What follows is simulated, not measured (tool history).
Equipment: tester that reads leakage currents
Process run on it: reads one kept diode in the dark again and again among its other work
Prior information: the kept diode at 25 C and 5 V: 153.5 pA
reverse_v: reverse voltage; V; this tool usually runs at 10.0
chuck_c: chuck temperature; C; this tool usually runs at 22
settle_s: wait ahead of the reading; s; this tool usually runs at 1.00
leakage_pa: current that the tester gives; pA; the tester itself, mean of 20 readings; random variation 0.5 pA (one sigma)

run	day	reverse_v	chuck_c	settle_s	leakage_pa
1	0.000	10.0	22	1.00	177.76
2	0.825	10.0	22	1.00	178.01
3	2.233	10.0	22	1.00	178.83
4	3.000	10.0	22	1.00	178.63
5	4.088	10.0	22	1.00	179.16
6	4.929	10.0	22	1.00	179.86
7	5.808	10.0	22	2.96	179.74
8	6.608	2.3	22	1.00	82.67
9	7.558	2.3	22	1.00	82.99
10	8.967	10.0	22	1.00	182.77
11	9.908	2.9	22	1.00	93.72
12	11.104	2.9	22	1.38	94.40
13	12.792	2.9	22	1.38	95.10
14	14.488	2.9	22	1.38	95.70
15	15.633	9.6	22	1.00	181.42
16	16.721	10.0	22	1.00	186.13
17	18.342	10.0	22	1.00	187.43
18	20.117	10.0	22	1.00	188.98
19	21.442	10.0	22	0.36	189.57
20	22.358	2.0	22	1.00	80.22

Run 21, settings as shown, results not yet in. Your forecast:
21	24.092	2.4	22	3.68	?

Run 21 gave leakage_pa 88.28 pA.
The same run, on a tool lacking any hidden state, would have yielded leakage_pa 78.66 pA.
